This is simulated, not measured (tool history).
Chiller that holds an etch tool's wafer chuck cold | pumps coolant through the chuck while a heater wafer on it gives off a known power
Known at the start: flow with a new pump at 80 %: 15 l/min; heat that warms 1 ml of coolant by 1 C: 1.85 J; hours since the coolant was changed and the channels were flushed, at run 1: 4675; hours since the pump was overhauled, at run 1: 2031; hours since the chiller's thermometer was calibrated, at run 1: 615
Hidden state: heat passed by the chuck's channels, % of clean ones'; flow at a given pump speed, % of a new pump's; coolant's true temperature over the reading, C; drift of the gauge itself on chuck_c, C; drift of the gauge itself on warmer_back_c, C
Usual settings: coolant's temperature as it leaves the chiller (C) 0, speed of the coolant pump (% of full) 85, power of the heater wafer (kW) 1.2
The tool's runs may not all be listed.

run,hour,coolant's temperature as it leaves the chiller (C),speed of the coolant pump (% of full),power of the heater wafer (kW),hours since the coolant was changed and the channels were flushed,hours since the pump was overhauled,hours since the chiller's thermometer was calibrated,chuck's temperature once it has settled (C),how much warmer the coolant comes back (C)
1,0,0,85,1.2,4675,2031,615,8.8,2.47
2,26.6,0,85,1.2,4701,2057,642,8.9,2.5
3,53.1,0,85,1.2,4728,2084,668,9,2.42
4,111.3,0,85,1.2,4786,2142,726,9,2.43
5,171.7,1,85,1.2,4846,2202,787,9.8,2.28
6,227.7,10,85,1.2,4902,2258,843,18.8,2.24
7,288.6,0,85,1.2,4963,2319,904,9,2.23
8,317.2,0,85,1.2,4992,2348,932,8.9,2.18
9,373.9,0,65,1.2,5049,2405,989,11.2,2.97
10,417.9,0,65,1.2,5093,2449,1033,11.3,2.94
11,463.9,0,65,1.2,5139,2494,1079,11.3,2.88
12,522.4,0,65,1.2,5197,2553,1138,11.5,2.84
# hour 575.3: gauge calibrated
13,575.3,6,85,1.2,5250,2606,1191,15,2.43
14,610.4,6,85,1.2,5285,2641,1226,14.9,2.47
15,658.8,6,85,1.2,5334,2689,1274,14.9,2.39
16,700,6,85,1.2,5375,2731,1315,14.8,2.29
# hour 734.9: coolant changed, channels flushed
17,769.1,-10,85,0.895,34,2794,1378,-3.3,1.65
18,821.5,-2,90,1.201,87,2846,1431,6.6,2.1
19,848.4,-9,86,0.605,113,2873,1458,-4.7,1.05
20,887.2,-9,62,0.605,152,2912,1496,-3,1.48
21,934.9,0,86,1.692,200,2960,1544,12.4,3.12
22,979.2,0,80,0.814,244,3004,1588,6.3,1.52
23,1010.5,0,80,0.814,276,3035,1620,6.5,1.48
24,1047.3,9,85,0.615,312,3072,1656,13.8,0.95
25,1079.6,9,85,0.615,345,3104,1689,13.5,0.86
26,1129.3,8,83,1.451,394,3154,1738,18.8,2.67
27,1186.4,9,89,0.764,451,3211,1796,14.3,1.06
28,1237.5,9,89,0.764,503,3262,1847,14.5,1
29,1266.6,-8,69,1.299,532,3291,1876,3.7,2.79
30,1325.4,-8,69,1.299,590,3350,1935,3.6,2.78
31,1353.3,-8,69,1.299,618,3378,1962,3.6,2.74

3 ways to go on from here, each from the tool as it stands after run 31. What would each give?
A,1411.8,-4,71,1.411,677,3436,2021,?,?
B,1411.8,6,84,0.653,677,3436,2021,?,?
C,1411.8,3,69,1.299,677,3436,2021,?,?

run,chuck's temperature once it has settled (C),how much warmer the coolant comes back (C)
A,8.3,2.93
B,11,0.74
C,14.7,2.68
Without the tool's hidden state the same runs would have given:
run,chuck's temperature once it has settled (C),how much warmer the coolant comes back (C)
A,8.3,3.5
B,11,1.31
C,14.7,3.25
